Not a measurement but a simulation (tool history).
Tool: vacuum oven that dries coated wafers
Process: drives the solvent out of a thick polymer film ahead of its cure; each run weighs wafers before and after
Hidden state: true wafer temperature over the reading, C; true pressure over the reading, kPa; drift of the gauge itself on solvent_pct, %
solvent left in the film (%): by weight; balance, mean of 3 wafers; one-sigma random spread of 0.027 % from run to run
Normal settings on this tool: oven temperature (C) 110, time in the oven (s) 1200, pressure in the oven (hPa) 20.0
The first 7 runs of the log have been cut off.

| run | hour | oven temperature (C) | time in the oven (s) | pressure in the oven (hPa) | hours of work since the thermocouples were calibrated | hours of work since the vacuum gauge was cleaned of residue | solvent left in the film (%) |
|---|---|---|---|---|---|---|---|
| 8 | 416.4 | 100 | 1260 | 20.0 | 520 | 318 | 2.90 |
| 9 | 478.6 | 100 | 1260 | 11.3 | 548 | 346 | 2.28 |
| 10 | 544.0 | 100 | 1260 | 11.3 | 578 | 375 | 2.24 |
| 11 | 621.9 | 110 | 1200 | 20.0 | 612 | 410 | 1.70 |
| 12 | 664.4 | 110 | 1200 | 20.0 | 631 | 429 | 1.69 |
| 13 | 744.0 | 110 | 1140 | 20.0 | 667 | 465 | 1.83 |
|  | 798.5 | oven's thermocouples calibrated |
| 14 | 828.2 | 110 | 1140 | 20.0 | 13 | 501 | 1.73 |
| 15 | 869.8 | 110 | 1140 | 20.0 | 32 | 520 | 1.70 |
| 16 | 931.1 | 110 | 1200 | 20.0 | 59 | 547 | 1.65 |
| 17 | 974.9 | 110 | 1200 | 20.0 | 79 | 567 | 1.69 |
| 18 | 1008.2 | 110 | 1200 | 20.0 | 94 | 582 | 1.63 |
| 19 | 1089.1 | 110 | 1200 | 20.0 | 130 | 618 | 1.64 |
| 20 | 1132.3 | 110 | 1200 | 20.0 | 149 | 637 | 1.68 |
| 21 | 1171.4 | 97 | 1260 | 50.6 | 167 | 655 | 6.05 |
| 22 | 1251.6 | 113 | 1200 | 20.0 | 203 | 691 | 1.46 |
| 23 | 1313.0 | 113 | 1200 | 20.0 | 230 | 718 | 1.44 |
| 24 | 1376.8 | 118 | 720 | 27.5 | 259 | 747 | 2.02 |
| 25 | 1457.9 | 118 | 720 | 27.5 | 295 | 783 | 2.00 |
| 26 | 1512.5 | 110 | 1920 | 33.5 | 319 | 808 | 2.26 |
| 27 | 1564.8 | 119 | 960 | 11.3 | 343 | 831 | 0.86 |
| 28 | 1606.5 | 107 | 1500 | 20.0 | 361 | 850 | 1.79 |
| 29 | 1654.8 | 97 | 1020 | 25.8 | 383 | 871 | 4.72 |
| 30 | 1714.1 | 111 | 1200 | 35.6 | 410 | 898 | 2.58 |
| 31 | 1750.2 | 111 | 1200 | 35.6 | 426 | 914 | 2.57 |

Forecast run 32:
| 32 | 1801.9 | 114 | 1680 | 35.6 | 449 | 937 | ? |

Run 32 yielded solvent left in the film (%) 2.15.
Were there no unlogged condition in the tool, this run, its random variation unchanged, would have produced solvent left in the film (%) 1.91.
